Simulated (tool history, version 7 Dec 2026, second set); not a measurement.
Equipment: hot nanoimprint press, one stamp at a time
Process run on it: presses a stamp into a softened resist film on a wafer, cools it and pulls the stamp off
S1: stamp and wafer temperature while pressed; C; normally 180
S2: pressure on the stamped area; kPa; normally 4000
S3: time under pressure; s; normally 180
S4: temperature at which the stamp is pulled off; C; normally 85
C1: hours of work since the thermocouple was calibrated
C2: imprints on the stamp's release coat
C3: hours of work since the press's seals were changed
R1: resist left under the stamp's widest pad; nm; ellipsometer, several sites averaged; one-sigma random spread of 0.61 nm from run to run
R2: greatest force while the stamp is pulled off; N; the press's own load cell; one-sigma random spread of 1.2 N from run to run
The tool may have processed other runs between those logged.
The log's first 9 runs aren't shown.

run,day,S1,S2,S3,S4,C1,C2,C3,R1,R2
10,18.446,180,4000,180,83,135,278,718,125.7,113
11,21.112,180,4000,180,83,180,422,762,125.6,113
# day 23.400: stamp cleaned and given a new release coat
12,23.471,180,4000,180,85,215,4,798,125.8,107
13,25.842,180,4000,180,85,255,132,837,126.2,107
14,28.154,180,4000,180,90,294,257,876,126.4,95
15,30.429,180,4000,185,85,332,380,914,125.0,110
16,32.583,180,4000,185,89,368,497,950,125.0,97
# day 33.375: stamp cleaned and given a new release coat
17,33.950,180,2500,180,72,387,31,969,165.8,143
# day 36.275: press's hydraulic seals changed and the load cell set to zero
18,36.717,177,4000,180,78,427,163,7,138.8,129
19,38.425,191,4000,126,85,456,256,36,105.5,108
20,41.117,191,4000,200,85,501,401,81,88.3,108
# day 42.496: plate thermocouple calibrated
21,42.967,191,4050,121,85,8,495,110,106.1,111
# day 43.892: stamp cleaned and given a new release coat
22,44.350,189,3870,180,85,27,25,129,99.4,108
23,45.838,183,4250,224,91,52,106,154,102.7,93
24,47.504,183,5920,176,91,80,196,182,92.1,92
25,49.154,183,5920,176,91,107,285,209,91.6,91
26,51.300,188,3410,172,71,143,401,245,113.3,148
27,53.246,180,4310,180,77,176,507,278,122.7,129
# day 53.900: stamp cleaned and given a new release coat
28,55.204,180,4000,157,81,204,70,307,133.4,119
29,56.704,180,4000,157,81,230,151,332,134.1,119
30,59.167,176,3780,268,81,271,285,373,129.4,122

Each row is a separate what-if for the run after 30, all from the same tool condition, not one after another. Results?
A,61.858,175,3280,268,81,316,430,418,?,?
B,61.858,176,5850,268,81,316,430,418,?,?
C,61.858,176,2410,268,81,316,430,418,?,?
D,61.858,183,6330,268,87,316,430,418,?,?

run,R1,R2
A,147.4,118
B,101.7,121
C,166.8,119
D,77.1,104
The same runs, with their run-to-run variation unchanged, on a tool lacking any hidden condition would have given:
run,R1,R2
A,143.9,117
B,99.2,120
C,162.9,118
D,75.2,103

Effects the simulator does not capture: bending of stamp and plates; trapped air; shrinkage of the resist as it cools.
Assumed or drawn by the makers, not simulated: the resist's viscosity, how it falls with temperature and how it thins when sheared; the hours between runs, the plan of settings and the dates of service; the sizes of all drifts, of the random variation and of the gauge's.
